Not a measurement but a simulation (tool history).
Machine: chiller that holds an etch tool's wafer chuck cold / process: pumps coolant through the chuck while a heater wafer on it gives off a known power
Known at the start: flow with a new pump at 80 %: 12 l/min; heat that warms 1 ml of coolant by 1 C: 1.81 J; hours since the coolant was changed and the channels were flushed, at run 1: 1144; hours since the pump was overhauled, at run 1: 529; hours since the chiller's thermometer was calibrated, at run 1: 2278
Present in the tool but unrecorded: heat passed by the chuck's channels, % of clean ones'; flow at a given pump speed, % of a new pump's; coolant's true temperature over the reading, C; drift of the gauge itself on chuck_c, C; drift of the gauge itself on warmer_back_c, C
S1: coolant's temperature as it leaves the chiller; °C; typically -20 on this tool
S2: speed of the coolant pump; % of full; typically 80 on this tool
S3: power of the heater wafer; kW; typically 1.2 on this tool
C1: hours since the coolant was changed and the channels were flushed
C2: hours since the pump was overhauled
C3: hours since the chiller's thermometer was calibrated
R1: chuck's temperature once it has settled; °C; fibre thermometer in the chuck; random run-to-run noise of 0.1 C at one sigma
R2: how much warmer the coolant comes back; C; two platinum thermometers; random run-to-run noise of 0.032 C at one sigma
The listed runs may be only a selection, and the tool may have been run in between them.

run	day	S1	S2	S3	C1	C2	C3	R1	R2
1	0	-20	80	1.2	1144	529	2278	-10.2	3.31
2	2.15	-20	80	1.2	1195	580	2329	-9.9	3.26
3	5.992	-20	80	1.2	1288	672	2421	-9.9	3.35
4	8.629	-20	80	1.2	1351	736	2485	-9.8	3.3
5	11.85	-20	80	1.2	1428	813	2562	-9.7	3.4
6	16.125	-20	89	1.2	1531	916	2664	-10.9	2.97
7	20.667	-20	89	1.2	1640	1025	2773	-10.6	3
8	25.429	-20	89	0.626	1754	1139	2888	-14.8	1.58
9	29.929	-16	80	1.009	1862	1247	2996	-7.1	2.83
10	34.596	-28	70	1.351	1974	1359	3108	-14.9	4.45
11	37.529	-28	70	1.551	2044	1429	3178	-12.8	5.08
12	41.75	-28	70	1.551	2146	1531	3279	-12.8	5.15
13	46.421	-11	65	1.2	2258	1643	3392	1.6	4.34
14	48.892	-11	65	1.2	2317	1702	3451	2.1	4.32
15	53.371	-11	65	1.2	2425	1810	3558	2.1	4.32
16	56.567	-17	60	1.2	2501	1886	3635	-2.9	4.73

Branching from run 16: 5 alternative next runs. What would each branch give?
A	60.162	-26	60	1.2	2588	1973	3721	?	?
B	60.162	-22	80	1.2	2588	1973	3721	?	?
C	60.162	-16	60	1.527	2588	1973	3721	?	?
D	60.162	-20	80	1.004	2588	1973	3721	?	?
E	60.162	-26	80	1.2	2588	1973	3721	?	?

run	R1	R2
A	-11.8	4.72
B	-11	3.38
C	1.7	5.97
D	-10.8	2.92
E	-14.9	3.44
Stripped of hidden state, with their random variation kept, the same runs would have yielded:
run	R1	R2
A	-14.1	4.57
B	-12.9	3.28
C	-1	5.79
D	-12.6	2.83
E	-16.9	3.34
